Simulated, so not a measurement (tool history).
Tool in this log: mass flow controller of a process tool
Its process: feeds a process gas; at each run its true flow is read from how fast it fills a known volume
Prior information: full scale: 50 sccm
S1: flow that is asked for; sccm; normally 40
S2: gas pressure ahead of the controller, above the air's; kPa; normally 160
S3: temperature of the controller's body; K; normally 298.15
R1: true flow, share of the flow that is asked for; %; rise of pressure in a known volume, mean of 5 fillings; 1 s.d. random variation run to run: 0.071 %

| run | hour | S1 | S2 | S3 | R1 |
|---|---|---|---|---|---|
| 1 | 0 | 40 | 160 | 298.15 | 99.47 |
| 2 | 146.5 | 40 | 160 | 298.15 | 99.43 |
| 3 | 324.3 | 40 | 160 | 298.15 | 99.65 |
| 4 | 494.3 | 40 | 160 | 298.15 | 99.86 |
| 5 | 694.6 | 40 | 160 | 298.15 | 100.11 |
| 6 | 893.4 | 40 | 160 | 298.15 | 100.26 |
| 7 | 995.4 | 40 | 160 | 298.15 | 100.24 |
| 8 | 1177.3 | 32 | 160 | 300.15 | 100.38 |
| 9 | 1292.1 | 39 | 226 | 300.15 | 100.79 |

Forecast run 10:
| 10 | 1386.8 | 39 | 226 | 300.15 | ? |

Run 10 measured R1 100.9 %.
With the hidden condition absent and the run-to-run variation left alone, this run would have shown R1 99.68 %.

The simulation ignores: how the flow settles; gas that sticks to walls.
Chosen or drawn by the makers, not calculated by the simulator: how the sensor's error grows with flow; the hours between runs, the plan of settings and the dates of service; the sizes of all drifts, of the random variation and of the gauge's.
